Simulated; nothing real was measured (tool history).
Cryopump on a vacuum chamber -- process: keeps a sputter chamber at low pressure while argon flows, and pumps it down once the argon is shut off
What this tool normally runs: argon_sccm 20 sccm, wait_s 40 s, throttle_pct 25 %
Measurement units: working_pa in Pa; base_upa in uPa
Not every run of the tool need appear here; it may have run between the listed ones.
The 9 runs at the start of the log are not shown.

| run | hour | argon_sccm | wait_s | throttle_pct | hours of work since the pump was warmed up and emptied | hours of work since the cold head was overhauled | hours of work since the chamber's fittings were tightened | working_pa | base_upa |
|---|---|---|---|---|---|---|---|---|---|
| 10 | 487 | 15 | 40 | 25 | 49 | 1574 | 407 | 0.0676 | 3 |
| 11 | 549.2 | 14 | 40 | 25 | 82 | 1608 | 441 | 0.064 | 3.07 |
| 12 | 608.7 | 20 | 40 | 25 | 115 | 1640 | 473 | 0.0921 | 2.98 |
| 13 | 641.4 | 20 | 40 | 25 | 132 | 1657 | 491 | 0.0922 | 3.15 |
| 14 | 685.2 | 20 | 40 | 25 | 156 | 1681 | 514 | 0.092 | 3.16 |
| 15 | 751.1 | 20 | 40 | 18 | 191 | 1716 | 550 | 0.1255 | 3.29 |
| 16 | 794.6 | 20 | 40 | 18 | 215 | 1740 | 573 | 0.1262 | 3.18 |
| 17 | 839.3 | 25 | 40 | 25 | 239 | 1764 | 597 | 0.1156 | 3.31 |
| 18 | 896.4 | 25 | 40 | 25 | 269 | 1795 | 628 | 0.1151 | 3.34 |
| 19 | 935.6 | 25 | 40 | 25 | 290 | 1816 | 649 | 0.116 | 3.42 |
| 20 | 969.1 | 24 | 124 | 53 | 308 | 1834 | 667 | 0.0549 | 1.72 |
| 21 | 1021.1 | 24 | 124 | 53 | 336 | 1862 | 695 | 0.0552 | 1.77 |
| 22 | 1084.5 | 12 | 124 | 53 | 371 | 1896 | 729 | 0.0274 | 1.85 |
| 23 | 1153.6 | 12 | 103 | 53 | 408 | 1933 | 766 | 0.0279 | 2.02 |
| 24 | 1219 | 29 | 263 | 37 | 443 | 1968 | 801 | 0.0935 | 1.48 |
| 25 | 1258.1 | 29 | 219 | 27 | 464 | 1989 | 822 | 0.1264 | 1.66 |
| 26 | 1295.2 | 13 | 23 | 16 | 484 | 2009 | 842 | 0.0946 | 5.42 |

Expected results for the next run?
| 27 | 1351.2 | 14 | 36 | 31 | 514 | 2039 | 872 | ? | ? |

Run 27 measured working_pa 0.0547 Pa, base_upa 3.88 uPa.
The same run, on a tool lacking any hidden state, would have yielded working_pa 0.0514 Pa, base_upa 2.84 uPa.
